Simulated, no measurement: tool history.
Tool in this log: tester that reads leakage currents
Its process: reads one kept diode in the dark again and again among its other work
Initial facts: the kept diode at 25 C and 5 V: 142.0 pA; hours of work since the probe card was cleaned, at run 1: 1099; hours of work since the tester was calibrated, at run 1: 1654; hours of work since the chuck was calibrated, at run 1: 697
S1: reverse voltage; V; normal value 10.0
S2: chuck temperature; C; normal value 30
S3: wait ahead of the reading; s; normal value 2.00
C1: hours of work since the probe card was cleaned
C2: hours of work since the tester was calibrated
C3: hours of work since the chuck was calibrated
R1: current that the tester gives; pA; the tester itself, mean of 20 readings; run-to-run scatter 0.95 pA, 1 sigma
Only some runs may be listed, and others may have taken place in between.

run,hour,S1,S2,S3,C1,C2,C3,R1
1,0.0,10.0,30,2.00,1099,1654,697,332.86
2,98.6,10.0,30,2.00,1173,1729,772,332.16
3,185.0,10.0,30,2.00,1239,1794,838,335.66
4,277.9,10.0,30,2.00,1309,1865,908,336.78
5,378.5,10.0,30,2.00,1385,1941,984,338.15
6,522.2,10.0,56,2.00,1494,2050,1093,2243.39
7,612.3,10.0,56,2.00,1563,2118,1161,2266.54
8,680.3,10.0,56,2.00,1614,2170,1213,2269.38
9,800.5,10.0,30,2.00,1705,2261,1304,344.75
10,902.8,10.0,30,9.38,1783,2338,1381,348.12
11,1050.1,10.0,30,2.00,1894,2450,1493,351.02
12,1176.4,10.0,30,2.00,1990,2546,1589,353.80
# hour 1241.0: tester calibrated
13,1315.3,10.0,30,1.65,2094,56,1693,361.08
# hour 1405.6: chuck's temperature calibrated
14,1419.3,10.0,30,1.65,2171,134,10,334.11
15,1490.4,10.0,30,1.65,2225,187,64,338.84
16,1553.7,10.0,30,1.65,2273,235,112,337.41
17,1629.2,10.0,30,1.65,2330,293,169,339.37
18,1742.2,10.0,30,1.65,2416,378,255,341.08
19,1881.6,10.0,30,1.65,2522,484,361,344.26
20,1952.9,10.0,38,7.99,2576,538,415,627.00
21,2025.9,12.5,41,1.57,2631,593,470,893.46
22,2134.6,5.4,25,0.44,2713,676,552,167.26
23,2243.2,8.0,41,1.42,2796,758,635,698.92
24,2341.3,1.9,33,0.45,2870,832,709,171.35
25,2426.3,1.4,30,0.32,2934,897,773,114.40
26,2521.5,1.9,59,2.00,3006,969,846,1094.88
27,2590.2,2.3,59,2.00,3059,1021,898,1228.23
# hour 2669.3: probe card cleaned and baked
28,2726.9,2.3,59,2.00,44,1122,999,1235.06
29,2853.2,2.3,59,2.00,139,1218,1095,1230.69
30,2945.0,2.3,59,2.00,209,1288,1164,1243.61
31,3038.0,2.3,59,2.00,279,1358,1235,1245.62
32,3108.6,1.3,30,6.38,333,1412,1288,110.65
33,3256.1,1.3,30,6.38,445,1523,1400,110.73
34,3384.8,1.3,30,6.38,542,1621,1498,111.85
35,3522.9,3.4,30,4.68,647,1726,1602,192.50
36,3655.8,3.1,32,1.21,748,1826,1703,215.74

Predict each of these 5 candidate next runs independently; none follows another, all start after run 36:
A,3717.4,14.9,54,1.21,794,1873,1750,?
B,3717.4,8.7,36,5.51,794,1873,1750,?
C,3717.4,3.7,30,2.02,794,1873,1750,?
D,3717.4,4.4,44,2.00,794,1873,1750,?
E,3717.4,4.6,32,1.21,794,1873,1750,?

run,R1
A,2603.00
B,531.64
C,204.00
D,648.23
E,271.02
The same runs, with their run-to-run variation unchanged, on a tool lacking any hidden condition would have given:
run,R1
A,2350.83
B,471.28
C,179.84
D,581.00
E,239.50

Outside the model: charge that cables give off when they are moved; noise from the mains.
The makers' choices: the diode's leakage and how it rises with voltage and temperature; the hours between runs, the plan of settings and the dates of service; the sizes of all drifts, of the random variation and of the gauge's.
